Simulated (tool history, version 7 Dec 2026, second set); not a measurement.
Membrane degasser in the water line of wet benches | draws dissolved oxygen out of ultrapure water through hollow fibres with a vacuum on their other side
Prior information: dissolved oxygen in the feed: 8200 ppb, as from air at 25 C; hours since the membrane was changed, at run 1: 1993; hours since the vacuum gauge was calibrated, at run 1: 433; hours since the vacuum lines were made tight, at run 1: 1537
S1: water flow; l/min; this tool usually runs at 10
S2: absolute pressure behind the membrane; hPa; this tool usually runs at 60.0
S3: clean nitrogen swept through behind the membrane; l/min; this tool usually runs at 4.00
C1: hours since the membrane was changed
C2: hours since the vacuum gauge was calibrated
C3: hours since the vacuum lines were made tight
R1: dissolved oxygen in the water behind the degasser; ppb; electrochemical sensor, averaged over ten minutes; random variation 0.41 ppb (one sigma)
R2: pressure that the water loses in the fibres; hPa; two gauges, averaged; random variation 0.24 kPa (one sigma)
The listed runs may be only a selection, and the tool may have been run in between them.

run     day  S1     S2    S3    C1    C2    C3    R1     R2
  1   0.000  10   60.0  4.00  1993   433  1537  29.4  624.5
  2   3.921  10   60.0  4.00  2087   527  1631  29.4  622.9
  3   9.629  10   60.0  4.00  2224   664  1768  30.4  621.7
  4  15.783  10   60.0  4.00  2372   812  1915  29.8  625.2
  5  19.642  10   60.0  4.00  2465   904  2008  30.6  623.1
  6  24.879  10   60.0  4.00  2590  1030  2134  30.3  627.1
  7  29.071  12   69.1  4.00  2691  1130  2234  52.1  755.3
  8  33.967  12   58.4  3.99  2808  1248  2352  44.2  758.8
  9  40.200   9  117.2  2.31  2958  1397  2501  91.2  565.1
 10  46.288   9  117.2  2.31  3104  1544  2647  91.5  562.7
 11  51.046  15   65.7  2.34  3218  1658  2762  99.4  936.1

Consider 4 possible next runs. They are alternatives, not a sequence: every one starts from the tool as it was left by run 11. What does each give?
  A  54.767  12  88.8  3.41  3308  1747  2851   ?   ?
  B  54.767  12  65.7  3.43  3308  1747  2851   ?   ?
  C  54.767  15  38.7  8.58  3308  1747  2851   ?   ?
  D  54.767  15  65.7  8.59  3308  1747  2851   ?   ?

run    R1     R2
  A  74.0  756.5
  B  54.5  753.3
  C  50.2  939.8
  D  61.5  944.6
Without the tool's hidden state the same runs would have given:
run    R1     R2
  A  69.4  736.8
  B  50.2  733.7
  C  44.0  915.2
  D  55.2  920.0
